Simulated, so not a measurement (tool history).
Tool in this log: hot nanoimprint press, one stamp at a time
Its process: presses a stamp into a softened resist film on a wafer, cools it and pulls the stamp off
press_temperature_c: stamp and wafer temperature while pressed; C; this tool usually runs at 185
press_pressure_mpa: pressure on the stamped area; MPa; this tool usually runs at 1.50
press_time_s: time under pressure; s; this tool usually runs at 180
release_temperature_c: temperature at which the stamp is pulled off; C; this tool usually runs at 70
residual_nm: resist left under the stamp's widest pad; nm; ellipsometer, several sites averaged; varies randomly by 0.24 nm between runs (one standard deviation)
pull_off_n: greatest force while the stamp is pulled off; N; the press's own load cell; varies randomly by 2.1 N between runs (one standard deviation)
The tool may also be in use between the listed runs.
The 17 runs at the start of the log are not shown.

{"run": 18, "hour": 484.0, "press_temperature_c": 193, "press_pressure_mpa": 1.11, "press_time_s": 102, "release_temperature_c": 68, "residual_nm": 112.7, "pull_off_n": 142}
{"run": 19, "hour": 515.9, "press_temperature_c": 193, "press_pressure_mpa": 1.11, "press_time_s": 102, "release_temperature_c": 68, "residual_nm": 112.4, "pull_off_n": 146}
{"run": 20, "hour": 544.9, "press_temperature_c": 193, "press_pressure_mpa": 2.19, "press_time_s": 102, "release_temperature_c": 60, "residual_nm": 81.8, "pull_off_n": 161}
{"hour": 566.9, "done": "plate thermocouple calibrated, once more"}
{"run": 21, "hour": 567.0, "press_temperature_c": 182, "press_pressure_mpa": 2.19, "press_time_s": 102, "release_temperature_c": 60, "residual_nm": 140.9, "pull_off_n": 167}
{"run": 22, "hour": 600.0, "press_temperature_c": 182, "press_pressure_mpa": 2.19, "press_time_s": 102, "release_temperature_c": 60, "residual_nm": 140.7, "pull_off_n": 176}
{"run": 23, "hour": 624.5, "press_temperature_c": 182, "press_pressure_mpa": 2.19, "press_time_s": 192, "release_temperature_c": 60, "residual_nm": 110.1, "pull_off_n": 176}
{"run": 24, "hour": 648.6, "press_temperature_c": 185, "press_pressure_mpa": 1.5, "press_time_s": 180, "release_temperature_c": 72, "residual_nm": 116.4, "pull_off_n": 168}
{"run": 25, "hour": 690.7, "press_temperature_c": 185, "press_pressure_mpa": 1.43, "press_time_s": 180, "release_temperature_c": 56, "residual_nm": 118.4, "pull_off_n": 191}
{"hour": 717.9, "done": "stamp cleaned and given a new release coat"}
{"run": 26, "hour": 722.9, "press_temperature_c": 186, "press_pressure_mpa": 1.43, "press_time_s": 180, "release_temperature_c": 56, "residual_nm": 112.7, "pull_off_n": 104}
{"run": 27, "hour": 747.7, "press_temperature_c": 174, "press_pressure_mpa": 2.37, "press_time_s": 211, "release_temperature_c": 72, "residual_nm": 150.7, "pull_off_n": 100}
{"run": 28, "hour": 770.5, "press_temperature_c": 174, "press_pressure_mpa": 2.37, "press_time_s": 211, "release_temperature_c": 72, "residual_nm": 150.1, "pull_off_n": 100}
{"run": 29, "hour": 806.3, "press_temperature_c": 174, "press_pressure_mpa": 2.37, "press_time_s": 211, "release_temperature_c": 72, "residual_nm": 150.9, "pull_off_n": 108}
{"run": 30, "hour": 841.5, "press_temperature_c": 185, "press_pressure_mpa": 1.5, "press_time_s": 180, "release_temperature_c": 77, "residual_nm": 114.9, "pull_off_n": 112}
{"run": 31, "hour": 875.3, "press_temperature_c": 185, "press_pressure_mpa": 1.5, "press_time_s": 180, "release_temperature_c": 77, "residual_nm": 114.4, "pull_off_n": 112}

Branching from run 31: 3 alternative next runs. What would each branch give?
{"hour": 924.9, "done": "press's hydraulic seals changed and the load cell set to zero"}
{"run": "A", "hour": 927.0, "press_temperature_c": 185, "press_pressure_mpa": 1.5, "press_time_s": 180, "release_temperature_c": 78, "residual_nm": "?", "pull_off_n": "?"}
{"hour": 924.9, "done": "press's hydraulic seals changed and the load cell set to zero"}
{"run": "B", "hour": 927.0, "press_temperature_c": 183, "press_pressure_mpa": 1.5, "press_time_s": 350, "release_temperature_c": 70, "residual_nm": "?", "pull_off_n": "?"}
{"hour": 924.9, "done": "press's hydraulic seals changed and the load cell set to zero"}
{"run": "C", "hour": 927.0, "press_temperature_c": 185, "press_pressure_mpa": 1.59, "press_time_s": 180, "release_temperature_c": 70, "residual_nm": "?", "pull_off_n": "?"}

run=A residual_nm=110.6 pull_off_n=120
run=B residual_nm=92.5 pull_off_n=131
run=C residual_nm=107.5 pull_off_n=129
Take away the tool's hidden state, keep each run's random variation, and the runs would have read:
run=A residual_nm=112.7 pull_off_n=89
run=B residual_nm=94.3 pull_off_n=98
run=C residual_nm=109.5 pull_off_n=96

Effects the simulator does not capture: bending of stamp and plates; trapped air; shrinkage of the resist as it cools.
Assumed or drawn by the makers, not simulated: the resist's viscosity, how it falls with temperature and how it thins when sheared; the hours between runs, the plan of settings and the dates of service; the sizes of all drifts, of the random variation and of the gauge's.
